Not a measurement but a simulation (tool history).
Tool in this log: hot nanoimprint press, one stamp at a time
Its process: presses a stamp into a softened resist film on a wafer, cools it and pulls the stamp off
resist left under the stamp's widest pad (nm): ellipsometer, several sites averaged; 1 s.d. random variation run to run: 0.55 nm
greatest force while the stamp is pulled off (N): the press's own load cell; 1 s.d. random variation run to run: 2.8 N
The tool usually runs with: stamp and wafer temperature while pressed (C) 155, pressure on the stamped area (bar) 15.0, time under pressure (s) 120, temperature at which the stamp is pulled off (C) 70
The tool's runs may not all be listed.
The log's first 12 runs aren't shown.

run,hour,stamp and wafer temperature while pressed (C),pressure on the stamped area (bar),time under pressure (s),temperature at which the stamp is pulled off (C),resist left under the stamp's widest pad (nm),greatest force while the stamp is pulled off (N)
13,78.5,155,15.0,120,70,128.3,157
14,85.1,155,15.0,120,70,128.3,152
15,90.0,155,15.0,120,70,127.1,149
16,93.9,155,15.0,120,70,127.3,155
# hour 97.3: plate thermocouple calibrated
17,101.5,150,15.0,107,70,153.4,151
18,105.4,150,15.0,107,70,154.3,151
19,110.2,146,11.4,109,73,194.2,147
20,117.6,155,10.7,67,70,178.6,159
21,125.0,146,15.0,125,70,165.8,161
22,128.9,155,12.7,71,65,162.8,179
23,134.8,155,15.0,85,62,141.4,189
24,143.5,155,15.0,85,62,141.6,190
# hour 152.7: plate thermocouple calibrated, once more
25,153.4,148,12.6,91,62,202.8,202
26,158.9,161,9.9,104,64,140.2,195
27,164.1,161,13.2,104,64,123.1,194
28,171.9,161,13.2,104,64,122.1,199
29,176.7,157,15.0,105,70,132.7,184
30,182.1,157,15.0,105,70,131.6,174

Consider 3 possible next runs. They are alternatives, not a sequence: every one starts from the tool as it was left by run 30. What does each give?
A,190.0,164,15.0,120,70,?,?
B,190.0,145,15.0,105,70,?,?
C,190.0,157,11.1,90,56,?,?

run,resist left under the stamp's widest pad (nm),greatest force while the stamp is pulled off (N)
A,98.0,184
B,201.0,182
C,160.8,232
Stripped of hidden state, with their random variation kept, the same runs would have yielded:
run,resist left under the stamp's widest pad (nm),greatest force while the stamp is pulled off (N)
A,98.7,135
B,202.8,133
C,162.2,170
